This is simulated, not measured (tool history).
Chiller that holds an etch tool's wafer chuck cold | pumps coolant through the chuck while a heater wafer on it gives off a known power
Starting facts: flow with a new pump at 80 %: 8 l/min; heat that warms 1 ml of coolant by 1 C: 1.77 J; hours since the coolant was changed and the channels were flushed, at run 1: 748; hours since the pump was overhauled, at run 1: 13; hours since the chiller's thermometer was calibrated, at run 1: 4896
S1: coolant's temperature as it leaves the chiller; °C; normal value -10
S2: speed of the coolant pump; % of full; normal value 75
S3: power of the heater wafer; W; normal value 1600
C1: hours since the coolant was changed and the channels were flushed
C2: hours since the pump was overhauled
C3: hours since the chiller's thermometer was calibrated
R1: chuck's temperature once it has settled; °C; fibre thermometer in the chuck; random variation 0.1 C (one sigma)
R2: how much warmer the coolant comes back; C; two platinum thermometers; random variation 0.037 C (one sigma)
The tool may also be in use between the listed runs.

Run 1, hour 0: usual settings; C1 748; C2 13; C3 4896. Result: R1 3.6 °C, R2 7.21 C.
Run 2, hour 25.5: usual settings; C1 773; C2 39; C3 4922. Result: R1 3.6 °C, R2 7.21 C.
Run 3, hour 47.7: usual settings but S2 78 % of full; C1 795; C2 61; C3 4944. Result: R1 3.1 °C, R2 6.98 C.
Run 4, hour 77: usual settings but S1 -20 °C; C1 825; C2 90; C3 4973. Result: R1 -6.4 °C, R2 7.2 C.
Run 5, hour 103.8: usual settings but S1 -20 °C; C1 852; C2 117; C3 5000. Result: R1 -6.4 °C, R2 7.17 C.
Run 6, hour 139.7: usual settings but S1 -8 °C, S2 93 % of full, S3 2037 W; C1 887; C2 153; C3 5036. Result: R1 6.3 °C, R2 7.42 C.
Run 7, hour 173.6: usual settings but S1 -8 °C, S2 93 % of full, S3 2037 W; C1 921; C2 187; C3 5070. Result: R1 6.5 °C, R2 7.4 C.
Run 8, hour 201.3: usual settings but S1 -8 °C, S2 93 % of full, S3 2037 W; C1 949; C2 214; C3 5097. Result: R1 6.1 °C, R2 7.38 C.
Run 9, hour 231.9: usual settings but S1 -13 °C, S2 93 % of full, S3 2037 W; C1 980; C2 245; C3 5128. Result: R1 1.4 °C, R2 7.36 C.
Run 10, hour 259.1: usual settings but S3 1851 W; C1 1007; C2 272; C3 5155. Result: R1 5.9 °C, R2 8.29 C.

4 options for the next run, each taken on its own from the tool as it stands now. Forecast them:
Run A, hour 277.8: usual settings but S3 1233 W; C1 1026; C2 291; C3 5174. Result: R1 ?, R2 ?.
Run B, hour 277.8: usual settings but S1 -4 °C, S2 91 % of full; C1 1026; C2 291; C3 5174. Result: R1 ?, R2 ?.
Run C, hour 277.8: usual settings but S2 79 % of full, S3 1471 W; C1 1026; C2 291; C3 5174. Result: R1 ?, R2 ?.
Run D, hour 277.8: usual settings but S1 -3 °C, S3 1375 W; C1 1026; C2 291; C3 5174. Result: R1 ?, R2 ?.

run   R1    R2
  A  0.4  5.47
  B  7.4  5.89
  C  1.8   6.3
  D  8.6  6.14
Stripped of hidden state, with their random variation kept, the same runs would have yielded:
run   R1    R2
  A  0.4  5.56
  B  7.4  5.98
  C  1.8  6.39
  D  8.6  6.23
